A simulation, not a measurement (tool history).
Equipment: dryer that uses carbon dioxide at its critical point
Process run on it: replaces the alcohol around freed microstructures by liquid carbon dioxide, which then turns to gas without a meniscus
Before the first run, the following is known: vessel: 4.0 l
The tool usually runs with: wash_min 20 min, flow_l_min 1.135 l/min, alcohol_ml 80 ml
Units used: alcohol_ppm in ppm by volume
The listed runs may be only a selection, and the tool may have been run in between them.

| run | hour | wash_min | flow_l_min | alcohol_ml | alcohol_ppm |
|---|---|---|---|---|---|
| 1 | 0 | 20 | 1.135 | 80 | 515 |
| 2 | 10.7 | 20 | 1.135 | 80 | 503 |
| 3 | 19.9 | 20 | 0.85 | 80 | 1272 |
| 4 | 26.3 | 20 | 0.85 | 80 | 1259 |
| 5 | 34.2 | 20 | 1.135 | 80 | 527 |
| 6 | 45.3 | 20 | 1.135 | 80 | 543 |
| 7 | 53.1 | 20 | 1.135 | 80 | 538 |
| 8 | 62.6 | 20 | 1.135 | 80 | 538 |
| 9 | 73 | 20 | 1.135 | 80 | 517 |
| 10 | 84.4 | 20 | 1.135 | 27 | 195 |
| 11 | 95.4 | 16 | 1.135 | 80 | 1094 |
| 12 | 100.2 | 12 | 1.135 | 80 | 2309 |
| 13 | 109.9 | 20 | 1.135 | 40 | 273 |
| 14 | 114.9 | 20 | 1.135 | 40 | 277 |
|  | 120.5 | inlet filter changed |
| 15 | 121.5 | 20 | 1.135 | 40 | 137 |
| 16 | 133.2 | 20 | 1.135 | 40 | 129 |
| 17 | 139.6 | 20 | 1.135 | 40 | 133 |
| 18 | 146.3 | 20 | 1.135 | 80 | 252 |
| 19 | 154.2 | 20 | 1.135 | 80 | 254 |
| 20 | 161.5 | 20 | 1.135 | 80 | 254 |
| 21 | 168.5 | 20 | 1.135 | 80 | 249 |
| 22 | 176.8 | 20 | 1.135 | 80 | 255 |
| 23 | 185.5 | 20 | 1.135 | 91 | 289 |
| 24 | 196.5 | 20 | 1.135 | 91 | 284 |
| 25 | 205.9 | 20 | 1.135 | 91 | 287 |
| 26 | 216.8 | 20 | 1 | 80 | 440 |
| 27 | 226.6 | 15 | 1.58 | 80 | 228 |
| 28 | 236.6 | 15 | 1.58 | 22 | 58 |
| 29 | 243.7 | 15 | 1.58 | 22 | 62 |
| 30 | 249.7 | 26 | 1.13 | 28 | 34 |
| 31 | 257.8 | 14 | 1.13 | 97 | 1158 |
| 32 | 262.8 | 20 | 1.58 | 60 | 55 |
| 33 | 267.5 | 20 | 1.58 | 60 | 42 |
| 34 | 275.4 | 17 | 1.135 | 80 | 509 |
| 35 | 283.5 | 20 | 1.31 | 80 | 149 |
| 36 | 290.5 | 20 | 1.31 | 80 | 155 |
| 37 | 295.5 | 29 | 1.3 | 80 | 33 |
| 38 | 304 | 20 | 1.135 | 56 | 200 |
| 39 | 310.9 | 18 | 1.135 | 91 | 476 |
| 40 | 318.2 | 31 | 1.135 | 37 | 30 |
| 41 | 326.4 | 31 | 1.135 | 37 | 30 |
| 42 | 332.3 | 31 | 1.135 | 37 | 28 |
| 43 | 339.5 | 22 | 1.35 | 79 | 83 |
| 44 | 346.9 | 22 | 1.35 | 43 | 57 |

Branching from run 44: 4 alternative next runs. What would each branch give?
| A | 357.4 | 25 | 0.87 | 43 | ? |
| B | 357.4 | 22 | 1.82 | 43 | ? |
| C | 357.4 | 26 | 1.25 | 43 | ? |
| D | 357.4 | 14 | 0.77 | 22 | ? |

| run | alcohol_ppm |
|---|---|
| A | 187 |
| B | 23 |
| C | 38 |
| D | 722 |
With no hidden state in the tool, these same runs would have given:
| run | alcohol_ppm |
|---|---|
| A | 153 |
| B | 11 |
| C | 24 |
| D | 662 |
